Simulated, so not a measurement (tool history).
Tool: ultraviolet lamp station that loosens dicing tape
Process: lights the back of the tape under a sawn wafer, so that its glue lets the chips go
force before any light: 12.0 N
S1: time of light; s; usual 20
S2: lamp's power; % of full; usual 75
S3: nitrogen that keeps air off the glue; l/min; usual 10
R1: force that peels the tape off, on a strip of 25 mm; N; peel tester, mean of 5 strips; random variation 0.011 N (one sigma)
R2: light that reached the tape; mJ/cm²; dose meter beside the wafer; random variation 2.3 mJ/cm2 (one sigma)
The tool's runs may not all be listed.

run,hour,S1,S2,S3,R1,R2
1,0.0,20,75,10,0.946,192
2,15.8,20,75,10,0.971,187
3,28.3,11,75,10,2.947,105
4,48.8,11,75,10,2.953,106
5,65.4,18,75,10,1.235,168
6,83.8,20,75,6,1.605,188
7,102.9,20,75,6,1.636,185
8,116.7,20,75,4,2.175,185
9,131.0,20,75,4,2.130,180
10,149.8,20,75,4,2.168,182
11,160.5,20,93,4,1.561,222
12,172.7,20,93,4,1.547,224
13,193.1,20,93,4,1.563,221
14,215.3,20,93,4,1.577,222
15,228.8,20,93,4,1.572,223
16,242.6,20,93,4,1.155,258
17,261.3,20,93,4,1.143,254
18,273.3,20,93,4,1.163,257
19,290.9,20,75,10,0.842,205
20,312.5,25,75,10,0.472,255
21,331.3,12,75,10,2.396,125
22,343.9,28,84,12,0.232,318
23,361.6,28,84,12,0.227,318
24,376.1,28,84,12,0.235,311
25,392.3,12,89,5,2.889,141
26,404.5,12,89,5,2.900,141
27,416.4,30,98,17,0.134,382
28,435.0,20,75,6,1.411,194
29,446.2,20,96,6,0.867,246
30,455.5,18,84,10,0.936,196
31,470.3,18,84,10,0.922,193
32,490.1,18,84,10,0.953,191
33,508.0,13,75,10,2.409,123
34,527.3,20,75,10,0.975,188
35,537.6,20,75,10,1.001,187
36,558.0,20,75,10,1.009,187
37,576.9,23,74,9,0.858,211
38,593.8,13,77,8,2.680,124
39,603.8,11,99,5,3.032,135
40,620.5,17,75,4,2.956,154
41,642.2,12,86,10,2.296,124
42,658.2,33,87,11,0.202,343

Not shown: 1 entry that the log had between the listed runs. Between which runs, and how does the tool's hidden state differ before and after?
Between runs 15 and 16: window cleaned of glue's vapour (hour 230.8)
  lamp's light, % of a new lamp's: 85.6 -> 85.4; light that the window lets through, % of a clean one's: 84.1 -> 99.1
  measured less the result without the state, R1: +0.816 -> +0.372 N; R2: -85 -> -47 mJ/cm²
